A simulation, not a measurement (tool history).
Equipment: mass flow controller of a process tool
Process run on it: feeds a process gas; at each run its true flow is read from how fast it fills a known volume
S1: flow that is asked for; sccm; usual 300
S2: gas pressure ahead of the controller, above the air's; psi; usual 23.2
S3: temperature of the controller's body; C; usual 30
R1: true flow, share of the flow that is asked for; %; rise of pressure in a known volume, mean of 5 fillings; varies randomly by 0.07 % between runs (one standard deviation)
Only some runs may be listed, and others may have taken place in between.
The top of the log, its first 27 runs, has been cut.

Run 28, hour 1618.9: usual settings but S1 147 sccm, S2 23.1 psi. Result: R1 99.22 %.
Run 29, hour 1674.1: usual settings but S1 147 sccm, S2 35.8 psi. Result: R1 98.83 %.
Run 30, hour 1742.4: usual settings but S1 109 sccm, S2 35.5 psi, S3 40 C. Result: R1 99.31 %.
Run 31, hour 1822.9: usual settings but S1 109 sccm, S2 35.5 psi, S3 40 C. Result: R1 99.29 %.
Run 32, hour 1865.4: usual settings but S1 471 sccm, S2 27.3 psi, S3 23 C. Result: R1 99.08 %.
Run 33, hour 1910.5: usual settings but S1 728 sccm, S2 39.7 psi, S3 28 C. Result: R1 99.48 %.
Run 34, hour 1995.5: usual settings but S2 25.2 psi, S3 33 C. Result: R1 99.34 %.
Run 35, hour 2035.6: usual settings but S1 417 sccm, S2 27.6 psi, S3 27 C. Result: R1 99.35 %.
Run 36, hour 2099.8: usual settings but S1 417 sccm, S2 27.6 psi, S3 27 C. Result: R1 99.30 %.
Run 37, hour 2169.5: usual settings but S1 133 sccm, S2 29.3 psi, S3 35 C. Result: R1 99.05 %.
Run 38, hour 2233.7: usual settings but S1 287 sccm, S3 34 C. Result: R1 99.41 %.
Run 39, hour 2294.3: usual settings but S1 421 sccm, S2 27.0 psi, S3 24 C. Result: R1 99.14 %.
Run 40, hour 2371.2: usual settings but S1 111 sccm, S2 25.4 psi. Result: R1 99.11 %.
Run 41, hour 2430.3: usual settings but S1 816 sccm. Result: R1 100.02 %.
Run 42, hour 2487.3: usual settings but S2 20.6 psi. Result: R1 99.39 %.
Run 43, hour 2563.0: usual settings but S1 588 sccm, S2 21.9 psi, S3 34 C. Result: R1 99.95 %.
Run 44, hour 2599.2: usual settings but S1 588 sccm, S2 21.9 psi, S3 34 C. Result: R1 100.02 %.
Run 45, hour 2649.0: usual settings but S1 588 sccm, S2 21.9 psi, S3 34 C. Result: R1 99.90 %.

What if the next run were any one of these 5? Each begins from the tool's condition after run 45:
Run A, hour 2700.6: usual settings but S1 407 sccm, S2 20.5 psi, S3 33 C. Result: R1 ?.
Run B, hour 2700.6: usual settings but S2 23.5 psi. Result: R1 ?.
Run C, hour 2700.6: usual settings but S1 165 sccm, S2 35.2 psi, S3 24 C. Result: R1 ?.
Run D, hour 2700.6: usual settings but S1 259 sccm, S2 21.9 psi, S3 34 C. Result: R1 ?.
Run E, hour 2700.6: usual settings but S1 163 sccm. Result: R1 ?.

run     R1
  A  99.69
  B  99.34
  C  98.56
  D  99.32
  E  99.17
Had the tool no hidden state, the same runs would have come out as:
run     R1
  A  99.70
  B  99.34
  C  98.57
  D  99.33
  E  99.18
